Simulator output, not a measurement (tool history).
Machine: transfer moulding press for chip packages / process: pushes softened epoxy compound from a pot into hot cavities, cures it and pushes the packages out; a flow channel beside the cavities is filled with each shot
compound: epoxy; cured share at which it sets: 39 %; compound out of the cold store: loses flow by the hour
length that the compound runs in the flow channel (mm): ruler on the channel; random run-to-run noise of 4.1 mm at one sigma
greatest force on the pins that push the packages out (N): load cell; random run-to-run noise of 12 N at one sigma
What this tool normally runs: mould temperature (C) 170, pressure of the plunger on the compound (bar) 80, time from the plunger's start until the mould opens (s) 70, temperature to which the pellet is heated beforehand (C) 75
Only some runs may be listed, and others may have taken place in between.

run   hour  mould temperature (C)  pressure of the plunger on the compound (bar)  time from the plunger's start until the mould opens (s)  temperature to which the pellet is heated beforehand (C)  incoming compound's hours out of the cold store  length that the compound runs in the flow channel (mm)  greatest force on the pins that push the packages out (N)
  1      0                    170                                             80                                                       70                                                        75                                               13                                                     830                                                        718
  2   19.9                    165                                             80                                                       70                                                        75                                               19                                                     840                                                       1447
  3   39.1                    170                                           84.6                                                       70                                                        75                                             23.9                                                     824                                                        605
  4   51.3                    170                                           84.6                                                       70                                                        75                                               34                                                     790                                                        753
  5   65.3                    170                                             80                                                       73                                                        75                                             10.8                                                     824                                                        927
  6   77.3                    170                                             80                                                       73                                                        75                                             23.1                                                     786                                                       1011
  7   91.9                    170                                             80                                                       70                                                        75                                              8.8                                                     880                                                        736
  8    106                    170                                           68.8                                                       70                                                        75                                             27.9                                                     768                                                        929
  9  119.1                    170                                           68.8                                                       70                                                        75                                             38.7                                                     739                                                       1033
 10  138.5                    170                                           68.8                                                       70                                                        75                                             44.1                                                     728                                                        731
 11  150.4                    170                                           68.8                                                       70                                                        75                                             15.3                                                     782                                                        927
 12  158.8                    170                                           68.8                                                       70                                                        75                                             17.1                                                     786                                                       1032
 13  178.4                    170                                           68.8                                                       57                                                        75                                             16.4                                                     773                                                       1171
 14  189.3                    170                                           68.8                                                       57                                                        75                                             25.1                                                     757                                                       1531
 15  203.9                    170                                           68.8                                                       60                                                        65                                             21.9                                                     763                                                       1669
 16  215.2                    163                                             80                                                       70                                                        71                                             46.7                                                     783                                                       1843
 17  231.5                    175                                             80                                                       70                                                        71                                               30                                                     773                                                        660
 18    244                    170                                           97.1                                                       70                                                        75                                             18.1                                                     912                                                       1003
 19  263.9                    176                                           63.3                                                      104                                                        85                                             14.3                                                     712                                                        410
 20    280                    166                                           76.5                                                      104                                                        85                                             27.3                                                     785                                                        636
 21  288.2                    166                                           76.5                                                      104                                                        85                                             20.1                                                     798                                                        739
 22  305.5                    163                                             80                                                       73                                                        73                                             12.9                                                     852                                                       1938
 23  319.1                    170                                             80                                                       70                                                        77                                             10.9                                                     817                                                        837
 24  341.5                    170                                             80                                                       70                                                        77                                               32                                                     816                                                       1025
 25  360.4                    170                                             80                                                       70                                                        77                                             36.7                                                     804                                                        693
 26  378.7                    170                                           84.8                                                       83                                                        75                                             19.4                                                     869                                                        770
 27  396.3                    170                                           84.8                                                       83                                                        75                                             39.6                                                     812                                                        876

Taken out of this log: 10 entries between the listed runs. Where each belongs, and how the hidden state differs across it:
In the gap between runs 2 and 3: cavities cleaned with cleaning compound and waxed (hour 39.1)
  true mould temperature over the reading, C: -0.44 -> -0.45; pressure that reaches the compound, % of what is set: 90.91 -> 89.94; grip of the stained cavities, % over clean ones': 70.2 -> 1.1
  measured minus no-state result, length that the compound runs in the flow channel (mm): -38 -> -43; greatest force on the pins that push the packages out (N): +629 -> +24
In the gap between runs 6 and 7: plunger's sealing rings changed (hour 84.8); cavities cleaned with cleaning compound and waxed (hour 86.3)
  true mould temperature over the reading, C: -0.48 -> -0.49; pressure that reaches the compound, % of what is set: 87.84 -> 99.65; grip of the stained cavities, % over clean ones': 87.3 -> 21.5
  measured minus no-state result, length that the compound runs in the flow channel (mm): -51 -> +1; greatest force on the pins that push the packages out (N): +486 -> +152
In the gap between runs 9 and 10: cavities cleaned with cleaning compound and waxed (hour 131)
  true mould temperature over the reading, C: -0.51 -> -0.52; pressure that reaches the compound, % of what is set: 98.19 -> 97.28; grip of the stained cavities, % over clean ones': 81.3 -> 27.4
  measured minus no-state result, length that the compound runs in the flow channel (mm): -4 -> -8; greatest force on the pins that push the packages out (N): +482 -> +174
In the gap between runs 12 and 13: cavities cleaned with cleaning compound and waxed (hour 175.5)
  true mould temperature over the reading, C: -0.53 -> -0.55; pressure that reaches the compound, % of what is set: 96.15 -> 95.18; grip of the stained cavities, % over clean ones': 73.8 -> 13.7
  measured minus no-state result, length that the compound runs in the flow channel (mm): -14 -> -17; greatest force on the pins that push the packages out (N): +461 -> +185
In the gap between runs 16 and 17: cavities cleaned with cleaning compound and waxed (hour 220)
  true mould temperature over the reading, C: -0.57 -> -0.58; pressure that reaches the compound, % of what is set: 93.19 -> 92.34; grip of the stained cavities, % over clean ones': 90.7 -> 40.5
  measured minus no-state result, length that the compound runs in the flow channel (mm): -25 -> -29; greatest force on the pins that push the packages out (N): +922 -> +198
In the gap between runs 18 and 19: cavities cleaned with cleaning compound and waxed (hour 263.9)
  true mould temperature over the reading, C: -0.59 -> -0.61; pressure that reaches the compound, % of what is set: 91.62 -> 90.73; grip of the stained cavities, % over clean ones': 68.7 -> 0.2
  measured minus no-state result, length that the compound runs in the flow channel (mm): -38 -> -33; greatest force on the pins that push the packages out (N): +431 -> +1
In the gap between runs 22 and 23: cavities cleaned with cleaning compound and waxed (hour 308.6)
  true mould temperature over the reading, C: -0.63 -> -0.64; pressure that reaches the compound, % of what is set: 88.51 -> 87.9; grip of the stained cavities, % over clean ones': 92.8 -> 37.2
  measured minus no-state result, length that the compound runs in the flow channel (mm): -50 -> -51; greatest force on the pins that push the packages out (N): +987 -> +252
In the gap between runs 23 and 24: plunger's sealing rings changed (hour 329.7)
  true mould temperature over the reading, C: -0.64 -> -0.66; pressure that reaches the compound, % of what is set: 87.9 -> 99.25; grip of the stained cavities, % over clean ones': 37.2 -> 77.9
  measured minus no-state result, length that the compound runs in the flow channel (mm): -51 -> +0; greatest force on the pins that push the packages out (N): +252 -> +472
In the gap between runs 24 and 25: cavities cleaned with cleaning compound and waxed (hour 355.4)
  true mould temperature over the reading, C: -0.66 -> -0.67; pressure that reaches the compound, % of what is set: 99.25 -> 98.21; grip of the stained cavities, % over clean ones': 77.9 -> 19.8
  measured minus no-state result, length that the compound runs in the flow channel (mm): +0 -> -5; greatest force on the pins that push the packages out (N): +472 -> +137
